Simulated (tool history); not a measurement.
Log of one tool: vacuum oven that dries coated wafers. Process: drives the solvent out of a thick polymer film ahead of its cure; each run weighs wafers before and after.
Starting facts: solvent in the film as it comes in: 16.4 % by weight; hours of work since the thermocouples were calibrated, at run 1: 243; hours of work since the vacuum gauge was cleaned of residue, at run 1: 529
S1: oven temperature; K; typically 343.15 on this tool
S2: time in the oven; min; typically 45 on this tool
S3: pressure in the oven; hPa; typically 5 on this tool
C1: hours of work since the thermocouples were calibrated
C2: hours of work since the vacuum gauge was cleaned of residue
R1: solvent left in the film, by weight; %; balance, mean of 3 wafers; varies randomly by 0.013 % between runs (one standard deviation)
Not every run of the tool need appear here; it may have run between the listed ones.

run	hour	S1	S2	S3	C1	C2	R1
1	0	343.15	45	5	243	529	1.47
2	24	343.15	45	5	257	542	1.47
3	57.4	343.15	45	5	276	562	1.48
4	87.6	343.15	45	5	294	579	1.47
5	109	339.15	45	5	306	592	2.57
6	137.9	339.15	45	5	323	608	2.55
7	170.5	328.15	45	5	342	627	6.96
8	195.1	328.15	45	5	356	641	6.94
9	219.8	343.15	45	5	370	655	1.45
10	248.5	343.15	45	5	387	672	1.47
11	275.8	342.15	45	5	402	688	1.66
12	309.3	342.15	45	5.82	422	707	1.76
13	342.4	342.15	45	19.69	441	726	2.96
14	374.4	342.15	45	19.69	459	745	2.94
15	389.6	342.15	45	2.66	468	753	1.45
16	420.3	342.15	45	2.66	486	771	1.48
17	437	342.15	59	2.66	495	781	0.88
18	453.8	347.15	59	2.66	505	790	0.4
19	485.4	346.15	45	5	523	809	0.93
20	513.8	346.15	45	5	540	825	0.92
21	541.5	344.15	45	5	556	841	1.23
22	559.8	335.15	42	3.42	566	852	4.12
23	578	329.15	57	5	577	862	5.44
24	599.7	343.15	39	13.82	589	875	2.53
25	633.3	333.15	36	6.57	609	894	5.96
26	650.8	333.15	36	6.57	619	904	5.96
27	672.6	333.15	36	6.57	631	917	5.92
28	688.8	333.15	45	7.37	641	926	5.01
29	716.1	330.15	57	4.62	656	942	4.91
30	744.4	352.15	36	18.1	673	958	1.35
31	771.2	352.15	36	18.1	688	974	1.35
32	804.2	352.15	39	4.3	707	993	0.47
33	830.5	341.15	77	16.73	722	1008	1.99
34	861.5	343.15	28	5	740	1026	2.94
35	878.1	346.15	37	4.26	750	1035	1.21
36	911.8	337.15	23	3.49	769	1055	6.08
37	929.9	337.15	23	3.49	780	1065	6.1
38	952.4	350.15	27	6.5	793	1078	1.28
39	967.3	336.15	48	13.54	801	1087	4.11
40	988.9	336.15	48	13.54	814	1099	4.12
41	1016.9	356.15	57	5.49	830	1115	0.35

Some steps in R1, run to run, broken into two amounts with sign: the step expected even without the hidden condition (settings, incoming material, random variation), and the rest, left for the hidden condition together with whatever gauge scatter is not in both the measured and the hidden-condition-free result:
Hidden state at play: true wafer temperature over the reading, C; true pressure over the reading, kPa; drift of the gauge itself on solvent_pct, %.
Run 8 -> 9: S1 328.15 -> 343.15. R1 -5.49 %: hidden state +0.04, all else -5.53.
Run 33 -> 34: S1 341.15 -> 343.15, S2 77 -> 28, S3 16.73 -> 5. R1 +0.95 %: hidden state -0.15, all else +1.1.
Run 35 -> 36: S1 346.15 -> 337.15, S2 37 -> 23, S3 4.26 -> 3.49. R1 +4.87 %: hidden state -0.14, all else +5.01.
Run 37 -> 38: S1 337.15 -> 350.15, S2 23 -> 27, S3 3.49 -> 6.5. R1 -4.82 %: hidden state +0.12, all else -4.94.
Run 40 -> 41: S1 336.15 -> 356.15, S2 48 -> 57, S3 13.54 -> 5.49. R1 -3.77 %: hidden state +0.18, all else -3.95.

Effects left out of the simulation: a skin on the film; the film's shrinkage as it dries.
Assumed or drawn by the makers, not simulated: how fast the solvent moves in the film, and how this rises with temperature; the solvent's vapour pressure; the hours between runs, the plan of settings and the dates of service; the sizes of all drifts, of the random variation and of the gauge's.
